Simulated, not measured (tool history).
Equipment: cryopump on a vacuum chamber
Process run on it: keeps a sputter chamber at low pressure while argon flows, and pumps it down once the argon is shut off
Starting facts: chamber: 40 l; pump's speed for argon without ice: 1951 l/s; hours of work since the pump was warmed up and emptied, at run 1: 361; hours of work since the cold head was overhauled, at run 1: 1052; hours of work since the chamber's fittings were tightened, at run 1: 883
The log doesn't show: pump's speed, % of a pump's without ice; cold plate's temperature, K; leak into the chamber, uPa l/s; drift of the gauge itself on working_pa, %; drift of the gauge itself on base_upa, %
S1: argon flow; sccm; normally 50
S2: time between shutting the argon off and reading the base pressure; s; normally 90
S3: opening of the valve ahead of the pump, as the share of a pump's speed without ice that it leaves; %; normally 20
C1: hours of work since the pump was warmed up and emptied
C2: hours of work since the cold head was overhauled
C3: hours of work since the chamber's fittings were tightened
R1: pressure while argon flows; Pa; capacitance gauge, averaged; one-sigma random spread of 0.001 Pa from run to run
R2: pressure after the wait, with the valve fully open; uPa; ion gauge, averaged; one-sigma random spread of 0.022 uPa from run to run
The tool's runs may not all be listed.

run,hour,S1,S2,S3,C1,C2,C3,R1,R2
1,0,50,90,20,361,1052,883,0.2222,0.8
2,31.1,50,90,20,378,1070,901,0.2196,0.88
3,59.2,50,90,20,395,1086,917,0.2234,0.89
4,112.3,50,90,32,425,1116,948,0.1404,0.86
5,160.4,50,90,32,453,1144,975,0.1421,0.91
6,187.8,50,90,32,468,1160,991,0.141,0.91
7,225.5,50,90,22,490,1181,1013,0.2029,0.95
8,258.7,50,90,22,509,1200,1032,0.2042,0.92
9,292.6,50,90,22,529,1220,1051,0.2055,0.91
10,342.8,50,90,22,558,1249,1080,0.2054,0.92
11,369.9,36,276,25,573,1264,1096,0.1309,0.66
12,406.9,36,276,55,594,1285,1117,0.0629,0.68
13,447.4,36,276,55,618,1309,1140,0.063,0.68
14,471.7,36,276,55,632,1323,1154,0.0644,0.67
15,498.9,50,57,32,647,1338,1170,0.1455,1.25

Here are 4 independent what-if runs from the current tool condition. What would each one return?
A,527,26,34,36,663,1354,1186,?,?
B,527,30,57,50,663,1354,1186,?,?
C,527,50,22,32,663,1354,1186,?,?
D,527,50,30,59,663,1354,1186,?,?

run,R1,R2
A,0.0674,1.65
B,0.0576,1.29
C,0.1453,2.29
D,0.0839,1.86
Without the tool's unlogged condition, the same runs would have read:
run,R1,R2
A,0.0622,1.24
B,0.0516,0.86
C,0.1352,1.88
D,0.0738,1.45

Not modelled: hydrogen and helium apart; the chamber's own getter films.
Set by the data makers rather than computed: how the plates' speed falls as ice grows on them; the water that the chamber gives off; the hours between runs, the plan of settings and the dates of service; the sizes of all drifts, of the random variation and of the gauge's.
